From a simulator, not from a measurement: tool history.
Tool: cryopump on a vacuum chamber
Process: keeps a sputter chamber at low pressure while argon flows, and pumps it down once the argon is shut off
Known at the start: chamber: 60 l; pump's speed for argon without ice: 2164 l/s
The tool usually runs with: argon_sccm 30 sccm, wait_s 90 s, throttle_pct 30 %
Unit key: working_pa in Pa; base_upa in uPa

run	hour	argon_sccm	wait_s	throttle_pct	working_pa	base_upa
1	0.0	30	90	30	0.0833	0.86
2	38.9	30	65	30	0.0842	1.11
3	70.7	30	65	30	0.0836	1.15
4	128.6	30	65	30	0.0855	1.27
5	181.9	30	278	30	0.0855	0.72
6	222.1	30	90	18	0.1369	1.15
7	272.3	30	90	18	0.1380	1.22
8	306.8	37	90	42	0.0788	1.19
9	363.0	34	43	45	0.0698	1.98
# hour 379.4: pump warmed up, emptied and cooled again
10	439.5	34	43	45	0.0611	1.74
11	488.8	49	74	45	0.0880	1.32

Forecast each of these 5 alternatives for the next run:
A	551.8	13	74	35	?	?
B	551.8	30	130	30	?	?
C	551.8	19	132	19	?	?
D	551.8	49	74	19	?	?
E	551.8	49	163	59	?	?

run	working_pa	base_upa
A	0.0309	1.45
B	0.0806	1.13
C	0.0793	1.09
D	0.2048	1.43
E	0.0678	1.07
Without the tool's hidden state the same runs would have given:
run	working_pa	base_upa
A	0.0300	0.81
B	0.0786	0.51
C	0.0781	0.49
D	0.2016	0.80
E	0.0646	0.45
